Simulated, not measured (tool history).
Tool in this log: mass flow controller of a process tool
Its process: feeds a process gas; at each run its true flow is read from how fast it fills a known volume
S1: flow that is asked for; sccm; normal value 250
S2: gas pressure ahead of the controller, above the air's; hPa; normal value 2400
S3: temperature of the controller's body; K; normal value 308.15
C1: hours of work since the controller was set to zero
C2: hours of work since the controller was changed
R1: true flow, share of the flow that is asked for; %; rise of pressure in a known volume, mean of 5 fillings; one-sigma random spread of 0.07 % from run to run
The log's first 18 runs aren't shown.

run 19 hour=7114.6 | S1=54 S2=2400 S3=308.15 | C1=3645 C2=3645 | R1=98.23
run 20 hour=7620.1 | S1=54 S2=2400 S3=308.15 | C1=3812 C2=3812 | R1=98.18
run 21 hour=8113.7 | S1=88 S2=2000 S3=299.15 | C1=3976 C2=3976 | R1=99.03
run 22 hour=8659.4 | S1=220 S2=2000 S3=301.15 | C1=4156 C2=4156 | R1=99.06
run 23 hour=8974.2 | S1=137 S2=2360 S3=310.15 | C1=4260 C2=4260 | R1=98.19
run 24 hour=9528.1 | S1=250 S2=2400 S3=312.15 | C1=4443 C2=4443 | R1=98.07
run 25 hour=9924.7 | S1=163 S2=2710 S3=308.15 | C1=4575 C2=4575 | R1=98.35
run 26 hour=10427.9 | S1=131 S2=1420 S3=305.15 | C1=4741 C2=4741 | R1=98.28
run 27 hour=11009.8 | S1=110 S2=1420 S3=305.15 | C1=4933 C2=4933 | R1=98.29
run 28 hour=11301.0 | S1=250 S2=2400 S3=300.15 | C1=5030 C2=5030 | R1=99.07
run 29 hour=11554.0 | S1=321 S2=2000 S3=306.15 | C1=5113 C2=5113 | R1=98.56
run 30 hour=11895.4 | S1=53 S2=1430 S3=305.15 | C1=5226 C2=5226 | R1=98.12
run 31 hour=12192.2 | S1=53 S2=1430 S3=305.15 | C1=5325 C2=5325 | R1=98.10
run 32 hour=12749.4 | S1=53 S2=1430 S3=305.15 | C1=5509 C2=5509 | R1=98.11
run 33 hour=13244.4 | S1=53 S2=1430 S3=302.15 | C1=5673 C2=5673 | R1=98.26
run 34 hour=13525.0 | S1=53 S2=1430 S3=302.15 | C1=5765 C2=5765 | R1=98.29
-- hour=13711.2 controller's zero set anew
run 35 hour=13910.1 | S1=141 S2=2140 S3=309.15 | C1=66 C2=5893 | R1=97.89
run 36 hour=14276.3 | S1=141 S2=2140 S3=309.15 | C1=187 C2=6014 | R1=98.05
-- hour=14542.4 controller exchanged for a calibrated one
run 37 hour=14748.6 | S1=363 S2=2520 S3=305.15 | C1=68 C2=68 | R1=98.63
run 38 hour=15210.2 | S1=115 S2=1690 S3=297.15 | C1=221 C2=221 | R1=98.79
-- hour=15407.4 gauge calibrated
run 39 hour=15594.6 | S1=53 S2=2030 S3=312.15 | C1=348 C2=348 | R1=98.03

5 ways to go on from here, each from the tool as it stands after run 39. What would each give?
run A hour=16079.3 | S1=53 S2=1890 S3=312.15 | C1=508 C2=508 | R1=?
run B hour=16079.3 | S1=138 S2=2330 S3=294.15 | C1=508 C2=508 | R1=?
run C hour=16079.3 | S1=294 S2=2080 S3=304.15 | C1=508 C2=508 | R1=?
run D hour=16079.3 | S1=250 S2=2370 S3=308.15 | C1=508 C2=508 | R1=?
run E hour=16079.3 | S1=440 S2=2590 S3=300.15 | C1=508 C2=508 | R1=?

run=A R1=98.19
run=B R1=99.93
run=C R1=99.20
run=D R1=98.93
run=E R1=99.90
Take away the tool's hidden state, keep each run's random variation, and the runs would have read:
run=A R1=98.22
run=B R1=99.95
run=C R1=99.23
run=D R1=98.95
run=E R1=99.93
